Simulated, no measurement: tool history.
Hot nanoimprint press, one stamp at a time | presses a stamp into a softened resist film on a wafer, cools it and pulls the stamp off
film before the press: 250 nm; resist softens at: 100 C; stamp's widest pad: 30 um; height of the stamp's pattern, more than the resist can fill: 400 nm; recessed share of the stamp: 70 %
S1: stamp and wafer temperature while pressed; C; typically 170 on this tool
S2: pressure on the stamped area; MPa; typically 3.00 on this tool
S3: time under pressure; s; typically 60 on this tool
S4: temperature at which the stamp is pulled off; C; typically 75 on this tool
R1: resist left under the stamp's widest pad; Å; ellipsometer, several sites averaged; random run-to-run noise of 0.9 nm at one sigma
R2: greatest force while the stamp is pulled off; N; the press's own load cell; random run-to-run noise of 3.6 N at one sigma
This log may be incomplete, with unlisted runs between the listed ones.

Run 1, day 0.000: usual settings. Result: R1 1335 Å, R2 251 N.
Run 2, day 0.592: usual settings. Result: R1 1337 Å, R2 249 N.
Run 3, day 1.067: usual settings. Result: R1 1334 Å, R2 259 N.
Run 4, day 1.838: usual settings but S1 173 C. Result: R1 1136 Å, R2 257 N.
Run 5, day 2.275: usual settings but S3 48 s. Result: R1 1447 Å, R2 258 N.
Run 6, day 2.975: usual settings but S3 48 s. Result: R1 1430 Å, R2 258 N.
Run 7, day 3.421: usual settings but S3 48 s. Result: R1 1433 Å, R2 259 N.
Run 8, day 4.262: usual settings but S3 48 s. Result: R1 1451 Å, R2 262 N.
At day 4.625: plate thermocouple calibrated.
Run 9, day 5.021: usual settings but S3 48 s. Result: R1 1355 Å, R2 259 N.
Run 10, day 5.658: usual settings but S2 1.83 MPa, S3 52 s. Result: R1 1572 Å, R2 259 N.
Run 11, day 6.133: usual settings but S2 1.83 MPa, S3 52 s. Result: R1 1586 Å, R2 264 N.
Run 12, day 6.879: usual settings but S2 1.83 MPa, S3 52 s. Result: R1 1583 Å, R2 247 N.
At day 7.454: stamp cleaned and given a new release coat.
Run 13, day 7.833: usual settings but S1 160 C, S2 2.49 MPa, S3 96 s. Result: R1 1842 Å, R2 180 N.
Run 14, day 8.546: usual settings but S4 74 C. Result: R1 1264 Å, R2 184 N.
Run 15, day 9.012: usual settings but S4 74 C. Result: R1 1239 Å, R2 176 N.

Per-run results on a tool with no hidden state, each run keeping its own random variation:
Hidden state at play: true temperature over the reading, C; pressure that arrives at the usual setting, %; grip of the stamp's worn release coat, % over a new coat's; drift of the gauge itself on residual_nm, %; drift of the gauge itself on pull_off_n, %.
run    R1   R2
  1  1245  174
  2  1246  171
  3  1241  178
  4  1049  175
  5  1347  175
  6  1328  174
  7  1330  174
  8  1344  175
  9  1349  178
 10  1572  178
 11  1584  180
 12  1579  167
 13  1832  180
 14  1247  182
 15  1220  173
